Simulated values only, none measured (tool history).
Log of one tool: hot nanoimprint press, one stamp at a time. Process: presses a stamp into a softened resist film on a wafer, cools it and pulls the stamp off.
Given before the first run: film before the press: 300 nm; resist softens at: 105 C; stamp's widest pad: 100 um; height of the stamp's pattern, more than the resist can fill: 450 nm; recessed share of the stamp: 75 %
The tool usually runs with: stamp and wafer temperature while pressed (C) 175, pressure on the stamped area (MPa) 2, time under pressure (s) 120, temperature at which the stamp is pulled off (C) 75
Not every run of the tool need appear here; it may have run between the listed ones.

run	hour	stamp and wafer temperature while pressed (C)	pressure on the stamped area (MPa)	time under pressure (s)	temperature at which the stamp is pulled off (C)	resist left under the stamp's widest pad (Å)	greatest force while the stamp is pulled off (N)
1	0	175	2	120	75	1594	204
2	10	175	2	120	75	1582	205
3	15.7	175	2	113	75	1629	203
4	22	175	2	226	75	1274	204
5	28.1	175	2	226	75	1283	205
6	35.8	175	2	226	75	1271	210
# hour 47.8: stamp cleaned and given a new release coat
7	48.9	175	2	226	75	1275	157
8	58.5	175	2	120	75	1581	154
9	68.4	175	2	120	75	1584	156
10	73.7	175	2	120	75	1589	157
11	83.7	175	2	120	75	1576	158
12	92.6	175	2	120	66	1585	190
13	102.5	175	2	120	75	1580	159
14	109.4	175	2	120	75	1582	159
15	115.7	175	2	120	75	1583	164
16	120.9	175	2	120	75	1574	164
17	126.4	175	2	230	75	1260	160
18	135.5	175	2	230	75	1268	167
19	144.2	170	2.09	171	82	1621	133
20	148.7	178	2	120	75	1437	160
21	156.6	175	2	120	61	1579	233
22	162.8	175	2	120	61	1575	234
23	172.5	181	2	120	75	1297	162
24	181.1	175	2	120	79	1578	148
25	191.9	175	2	120	79	1570	152
26	200.7	187	3.18	120	75	838	167
27	210.3	175	2	97	73	1682	176
28	216.2	169	2.94	156	73	1479	186
29	221.4	169	2.94	156	73	1469	185

Alternative continuations, all from the tool just after run 29; predict every row:
A	231.1	169	1.36	156	73	?	?
B	231.1	173	2.02	69	73	?	?
C	231.1	172	2.94	158	61	?	?
D	231.1	166	1.74	156	73	?	?
E	231.1	175	1.96	218	66	?	?

run	resist left under the stamp's widest pad (Å)	greatest force while the stamp is pulled off (N)
A	2023	180
B	1960	187
C	1313	233
D	2017	188
E	1293	221
Stripped of hidden state, with their random variation kept, the same runs would have yielded:
run	resist left under the stamp's widest pad (Å)	greatest force while the stamp is pulled off (N)
A	2072	163
B	2007	170
C	1355	210
D	2068	171
E	1333	200
